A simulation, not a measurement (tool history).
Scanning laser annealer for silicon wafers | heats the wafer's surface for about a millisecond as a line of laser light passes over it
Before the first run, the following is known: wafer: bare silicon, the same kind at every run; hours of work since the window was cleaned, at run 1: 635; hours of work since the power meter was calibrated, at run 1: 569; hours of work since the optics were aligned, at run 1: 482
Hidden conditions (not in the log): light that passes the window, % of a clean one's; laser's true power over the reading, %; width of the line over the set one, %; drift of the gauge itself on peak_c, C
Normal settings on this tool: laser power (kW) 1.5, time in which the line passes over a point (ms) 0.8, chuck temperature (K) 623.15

run,hour,laser power (kW),time in which the line passes over a point (ms),chuck temperature (K),hours of work since the window was cleaned,hours of work since the power meter was calibrated,hours of work since the optics were aligned,highest temperature of the surface (K)
1,0,1.5,0.8,623.15,635,569,482,1322.15
# hour 22.9: window over the wafer cleaned
2,22.9,1.5,0.8,623.15,0,581,494,1347.15
3,68.2,1.5,0.8,623.15,26,607,520,1344.15
4,104.4,1.432,0.8,623.15,47,627,541,1302.15
5,136.5,1.5,0.8,623.15,65,646,560,1342.15
6,182.4,1.5,0.8,623.15,92,672,586,1338.15
7,219.2,1.5,0.8,601.15,113,693,607,1316.15
8,247.9,1.5,0.8,601.15,129,710,624,1318.15
9,274.1,1.5,0.8,601.15,144,725,639,1313.15
10,318.9,1.349,0.8,595.15,170,750,664,1219.15
11,356.7,1.349,0.8,595.15,192,772,686,1216.15
12,379.5,1.5,0.8,636.15,205,785,699,1347.15
13,415.8,1.492,0.874,655.15,226,806,720,1394.15

Forecast each of these 5 alternatives for the next run:
A,454.5,1.352,0.62,589.15,248,828,742,?
B,454.5,1.387,0.874,655.15,248,828,742,?
C,454.5,1.5,0.8,603.15,248,828,742,?
D,454.5,1.323,0.605,613.15,248,828,742,?
E,454.5,1.537,0.8,609.15,248,828,742,?

run,highest temperature of the surface (K)
A,1126.15
B,1329.15
C,1306.15
D,1132.15
E,1338.15
With no hidden state in the tool, these same runs would have given:
run,highest temperature of the surface (K)
A,1147.15
B,1356.15
C,1334.15
D,1152.15
E,1367.15

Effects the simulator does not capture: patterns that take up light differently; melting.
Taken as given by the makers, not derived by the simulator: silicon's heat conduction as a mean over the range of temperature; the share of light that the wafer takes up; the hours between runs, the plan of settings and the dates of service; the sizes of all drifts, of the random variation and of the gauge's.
